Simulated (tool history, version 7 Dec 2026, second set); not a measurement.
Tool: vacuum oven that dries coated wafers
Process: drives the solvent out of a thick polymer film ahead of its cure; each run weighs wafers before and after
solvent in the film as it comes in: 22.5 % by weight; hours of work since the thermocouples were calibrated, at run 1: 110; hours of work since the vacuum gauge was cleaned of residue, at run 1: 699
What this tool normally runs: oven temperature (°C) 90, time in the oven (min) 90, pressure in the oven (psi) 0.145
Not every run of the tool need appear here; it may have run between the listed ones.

| run | hour | oven temperature (°C) | time in the oven (min) | pressure in the oven (psi) | hours of work since the thermocouples were calibrated | hours of work since the vacuum gauge was cleaned of residue | solvent left in the film (%) |
|---|---|---|---|---|---|---|---|
| 1 | 0.0 | 90 | 90 | 0.145 | 110 | 699 | 1.32 |
| 2 | 39.8 | 90 | 90 | 0.145 | 135 | 723 | 1.32 |
| 3 | 74.8 | 90 | 90 | 0.210 | 157 | 745 | 1.47 |
| 4 | 99.5 | 90 | 90 | 0.210 | 172 | 761 | 1.47 |
| 5 | 134.2 | 90 | 90 | 0.145 | 194 | 782 | 1.30 |
| 6 | 169.6 | 90 | 90 | 0.145 | 216 | 804 | 1.27 |
| 7 | 201.3 | 90 | 90 | 0.145 | 236 | 824 | 1.32 |
|  | 206.0 | oven's thermocouples calibrated |
| 8 | 221.6 | 90 | 90 | 0.541 | 10 | 835 | 2.29 |
| 9 | 259.3 | 79 | 62 | 0.541 | 33 | 859 | 8.42 |
| 10 | 280.3 | 104 | 78 | 0.102 | 46 | 872 | 0.24 |
| 11 | 304.7 | 104 | 78 | 0.102 | 61 | 887 | 0.22 |
|  | 345.3 | oven's thermocouples calibrated, once more |
| 12 | 352.2 | 92 | 78 | 0.102 | 4 | 915 | 1.25 |
| 13 | 390.8 | 90 | 146 | 0.110 | 28 | 940 | 0.52 |
| 14 | 432.5 | 93 | 90 | 0.495 | 54 | 965 | 1.69 |

Consider 4 possible next runs. They are alternatives, not a sequence: every one starts from the tool as it was left by run 14. What does each give?
| A | 470.8 | 75 | 78 | 0.495 | 78 | 989 | ? |
| B | 470.8 | 84 | 67 | 0.249 | 78 | 989 | ? |
| C | 470.8 | 90 | 66 | 0.145 | 78 | 989 | ? |
| D | 470.8 | 93 | 59 | 0.495 | 78 | 989 | ? |

| run | solvent left in the film (%) |
|---|---|
| A | 9.06 |
| B | 4.89 |
| C | 2.48 |
| D | 2.82 |
Stripped of hidden state, with their random variation kept, the same runs would have yielded:
| run | solvent left in the film (%) |
|---|---|
| A | 8.90 |
| B | 4.75 |
| C | 2.37 |
| D | 2.71 |
